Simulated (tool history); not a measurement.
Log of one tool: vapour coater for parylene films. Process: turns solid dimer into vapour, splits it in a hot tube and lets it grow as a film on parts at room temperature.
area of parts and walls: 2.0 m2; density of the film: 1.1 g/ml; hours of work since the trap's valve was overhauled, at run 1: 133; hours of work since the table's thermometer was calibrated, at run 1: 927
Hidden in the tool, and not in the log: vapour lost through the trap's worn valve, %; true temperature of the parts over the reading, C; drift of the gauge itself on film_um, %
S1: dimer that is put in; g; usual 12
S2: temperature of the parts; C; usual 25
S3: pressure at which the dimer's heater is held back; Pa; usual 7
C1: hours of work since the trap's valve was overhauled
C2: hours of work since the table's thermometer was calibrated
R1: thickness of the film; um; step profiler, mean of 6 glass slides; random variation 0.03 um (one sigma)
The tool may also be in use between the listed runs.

| run | hour | S1 | S2 | S3 | C1 | C2 | R1 |
|---|---|---|---|---|---|---|---|
| 1 | 0 | 12 | 25 | 7 | 133 | 927 | 2.51 |
| 2 | 25.1 | 12 | 25 | 7 | 152 | 946 | 2.5 |
| 3 | 48 | 12 | 17 | 7 | 169 | 963 | 3.26 |
| 4 | 68.6 | 5 | 25 | 7 | 185 | 978 | 1.07 |
| 5 | 97.7 | 5 | 25 | 7 | 207 | 1000 | 1.03 |
| 6 | 130.2 | 5 | 25 | 7 | 231 | 1025 | 1.07 |
| 7 | 152.5 | 5 | 25 | 7 | 248 | 1041 | 1.06 |
| 8 | 170.7 | 5 | 30 | 7 | 262 | 1055 | 0.87 |
|  | 178.5 | trap's valve overhauled |
| 9 | 197.4 | 5 | 30 | 7 | 14 | 1072 | 0.96 |
| 10 | 230.6 | 8 | 26 | 2.67 | 39 | 1097 | 2.04 |
| 11 | 247.4 | 11 | 19 | 2.01 | 52 | 1110 | 3.6 |
| 12 | 269.9 | 11 | 19 | 2.01 | 69 | 1127 | 3.56 |
| 13 | 284.5 | 8 | 25 | 7 | 80 | 1138 | 1.73 |
| 14 | 310.2 | 7 | 29 | 5.39 | 99 | 1157 | 1.39 |
| 15 | 341.7 | 9 | 25 | 7 | 123 | 1181 | 1.89 |

Forecast each of these 5 alternatives for the next run:
| A | 355.8 | 9 | 25 | 3.94 | 133 | 1191 | ? |
| B | 355.8 | 13 | 36 | 7 | 133 | 1191 | ? |
| C | 355.8 | 9 | 22 | 7 | 133 | 1191 | ? |
| D | 355.8 | 18 | 24 | 7 | 133 | 1191 | ? |
| E | 355.8 | 6 | 25 | 10.16 | 133 | 1191 | ? |

| run | R1 |
|---|---|
| A | 2.12 |
| B | 1.95 |
| C | 2.03 |
| D | 3.86 |
| E | 1.2 |
Without the tool's hidden state the same runs would have given:
| run | R1 |
|---|---|
| A | 2.31 |
| B | 2.12 |
| C | 2.21 |
| D | 4.2 |
| E | 1.31 |
